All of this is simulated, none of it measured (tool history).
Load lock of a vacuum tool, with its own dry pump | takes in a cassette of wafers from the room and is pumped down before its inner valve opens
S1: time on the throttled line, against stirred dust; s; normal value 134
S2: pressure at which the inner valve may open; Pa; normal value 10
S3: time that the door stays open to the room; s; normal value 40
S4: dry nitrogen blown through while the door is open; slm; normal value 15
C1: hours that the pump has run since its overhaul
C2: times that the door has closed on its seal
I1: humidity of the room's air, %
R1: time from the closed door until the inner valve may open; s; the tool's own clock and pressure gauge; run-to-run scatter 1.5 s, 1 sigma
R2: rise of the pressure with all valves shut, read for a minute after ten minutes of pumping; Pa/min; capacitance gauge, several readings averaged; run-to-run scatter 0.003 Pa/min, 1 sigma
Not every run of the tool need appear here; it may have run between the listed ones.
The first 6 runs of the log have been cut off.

run	day	S1	S2	S3	S4	C1	C2	I1	R1	R2
7	61.412	111	10	40	15	5135	14359	43.7	236.5	0.014
8	67.346	134	10	40	15	5277	15051	43.5	252.0	0.014
9	79.433	134	18	40	15	5567	16461	45.3	245.1	0.009
10	89.621	134	10	127	15	5812	17649	46.6	251.2	0.029
11	101.288	134	10	127	15	6092	19010	45.3	249.2	0.030
12	107.212	134	10	127	15	6234	19701	43.4	253.0	0.025
13	114.854	134	10	127	15	6417	20592	48.1	252.1	0.028
14	125.575	134	10	67	15	6675	21843	43.8	251.9	0.019
15	131.879	134	10	67	15	6826	22578	44.0	252.4	0.022
# day 134.671: door's seal changed, seat wiped
16	140.796	134	10	40	15	7038	714	42.7	254.4	0.017
17	146.929	134	10	40	34	7186	1430	44.9	251.7	0.008
18	154.671	134	10	40	15	7372	2333	46.0	253.9	0.015

Run 19 is up next; what results do you expect?
19	162.900	134	10	40	15	7569	3293	44.6	?	?

R1: 252.5 s
R2: 0.016 Pa/min
Had the tool carried no hidden state, the very same run would have given R1 252.5 s, R2 0.015 Pa/min.
